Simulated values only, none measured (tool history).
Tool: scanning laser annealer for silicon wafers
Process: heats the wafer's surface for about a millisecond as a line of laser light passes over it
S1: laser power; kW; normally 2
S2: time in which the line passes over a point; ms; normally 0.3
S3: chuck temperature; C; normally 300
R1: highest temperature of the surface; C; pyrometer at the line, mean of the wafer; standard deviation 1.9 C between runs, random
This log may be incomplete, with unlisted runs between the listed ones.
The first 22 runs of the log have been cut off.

{"hour": 812.3, "done": "window over the wafer cleaned"}
{"run": 23, "hour": 833.0, "S1": 1.771, "S2": 0.268, "S3": 317, "R1": 997}
{"run": 24, "hour": 876.9, "S1": 1.771, "S2": 0.268, "S3": 317, "R1": 1000}
{"run": 25, "hour": 896.8, "S1": 1.771, "S2": 0.268, "S3": 276, "R1": 951}
{"run": 26, "hour": 930.7, "S1": 1.771, "S2": 0.268, "S3": 276, "R1": 956}
{"run": 27, "hour": 954.7, "S1": 1.845, "S2": 0.3, "S3": 336, "R1": 1078}
{"run": 28, "hour": 977.3, "S1": 2.191, "S2": 0.3, "S3": 286, "R1": 1149}
{"run": 29, "hour": 1012.4, "S1": 1.935, "S2": 0.284, "S3": 316, "R1": 1070}
{"run": 30, "hour": 1051.1, "S1": 2.018, "S2": 0.305, "S3": 300, "R1": 1109}
{"run": 31, "hour": 1071.3, "S1": 2.018, "S2": 0.221, "S3": 264, "R1": 963}
{"run": 32, "hour": 1120.0, "S1": 2.018, "S2": 0.221, "S3": 264, "R1": 965}
{"run": 33, "hour": 1146.6, "S1": 2, "S2": 0.273, "S3": 286, "R1": 1048}
{"run": 34, "hour": 1175.8, "S1": 2, "S2": 0.273, "S3": 286, "R1": 1053}
{"run": 35, "hour": 1217.9, "S1": 1.77, "S2": 0.3, "S3": 300, "R1": 1011}
{"run": 36, "hour": 1238.1, "S1": 1.885, "S2": 0.3, "S3": 324, "R1": 1079}
{"run": 37, "hour": 1272.7, "S1": 2.038, "S2": 0.222, "S3": 310, "R1": 1023}

Consider 5 possible next runs. They are alternatives, not a sequence: every one starts from the tool as it was left by run 37. What does each give?
{"run": "A", "hour": 1297.1, "S1": 1.951, "S2": 0.376, "S3": 282, "R1": "?"}
{"run": "B", "hour": 1297.1, "S1": 2, "S2": 0.303, "S3": 300, "R1": "?"}
{"run": "C", "hour": 1297.1, "S1": 2.008, "S2": 0.222, "S3": 310, "R1": "?"}
{"run": "D", "hour": 1297.1, "S1": 2.038, "S2": 0.222, "S3": 334, "R1": "?"}
{"run": "E", "hour": 1297.1, "S1": 1.796, "S2": 0.219, "S3": 300, "R1": "?"}

run=A R1=1142
run=B R1=1100
run=C R1=1009
run=D R1=1044
run=E R1=929
Had the tool no hidden state, the same runs would have come out as:
run=A R1=1143
run=B R1=1100
run=C R1=1010
run=D R1=1045
run=E R1=930
